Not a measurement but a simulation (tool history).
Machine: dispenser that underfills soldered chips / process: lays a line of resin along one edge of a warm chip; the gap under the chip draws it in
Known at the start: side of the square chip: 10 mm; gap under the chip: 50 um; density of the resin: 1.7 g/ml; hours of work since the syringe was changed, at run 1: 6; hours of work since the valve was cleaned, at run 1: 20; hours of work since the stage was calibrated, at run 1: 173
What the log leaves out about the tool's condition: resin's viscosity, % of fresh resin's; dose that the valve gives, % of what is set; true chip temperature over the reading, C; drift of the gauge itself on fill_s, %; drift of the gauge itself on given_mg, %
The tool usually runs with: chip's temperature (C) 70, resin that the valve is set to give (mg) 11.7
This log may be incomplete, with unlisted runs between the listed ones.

run	hour	chip's temperature (C)	resin that the valve is set to give (mg)	hours of work since the syringe was changed	hours of work since the valve was cleaned	hours of work since the stage was calibrated	time until the resin shows at the far edge (s)	resin that the valve gave (mg)
1	0.0	70	11.7	6	20	173	116.3	11.59
# hour 2.9: new syringe of resin
2	8.7	70	11.7	5	26	180	112.6	11.50
# hour 13.3: new syringe of resin
3	17.5	70	11.7	3	33	186	109.4	11.53
4	21.1	70	11.8	6	36	189	119.6	11.58
# hour 24.0: new syringe of resin
5	26.8	70	11.8	2	40	193	108.4	11.53
6	33.0	70	11.8	7	45	198	126.2	11.53
# hour 34.7: new syringe of resin
# hour 41.2: dispensing valve cleaned and set on the balance
7	42.0	70	11.8	5	1	205	114.3	11.82
# hour 46.3: new syringe of resin
8	49.5	70	11.8	3	6	210	106.4	11.72
# hour 56.9: new syringe of resin
9	57.2	70	11.8	0	12	216	101.0	11.74
10	66.0	70	11.8	7	19	223	124.3	11.70
# hour 67.4: new syringe of resin
11	71.2	70	11.8	3	23	227	108.9	11.71
# hour 77.9: new syringe of resin
12	78.5	70	11.8	0	29	233	103.1	11.65
13	84.2	77	12.1	5	33	237	80.7	11.92
# hour 88.6: new syringe of resin
14	92.9	77	12.1	3	40	244	76.7	11.87
# hour 99.3: new syringe of resin
15	99.9	61	14.7	1	45	249	159.9	14.39
16	104.8	58	11.3	4	49	253	219.7	11.03
# hour 107.9: dispensing valve cleaned and set on the balance
# hour 110.8: new syringe of resin
17	114.4	58	13.2	3	5	260	204.9	13.22
18	119.0	79	12.3	7	9	263	76.5	12.26
# hour 121.2: new syringe of resin
19	123.8	79	12.3	2	12	267	66.9	12.21
# hour 132.1: new syringe of resin
20	132.3	79	12.3	0	19	273	63.8	12.26
21	136.0	79	12.3	3	22	276	70.6	12.19
22	140.8	66	11.4	7	25	280	154.4	11.31
# hour 142.5: new syringe of resin
23	145.5	57	11.0	2	29	284	225.0	10.87

Run 24 is up next; what results do you expect?
24	152.4	64	11.4	8	34	289	?	?

{"run 24": {"time until the resin shows at the far edge (s)": 178.6, "resin that the valve gave (mg)": 11.25}}
Take away the tool's hidden state, keep the run-to-run variation as it was, and the same run would have given time until the resin shows at the far edge (s) 131.4, resin that the valve gave (mg) 11.40.
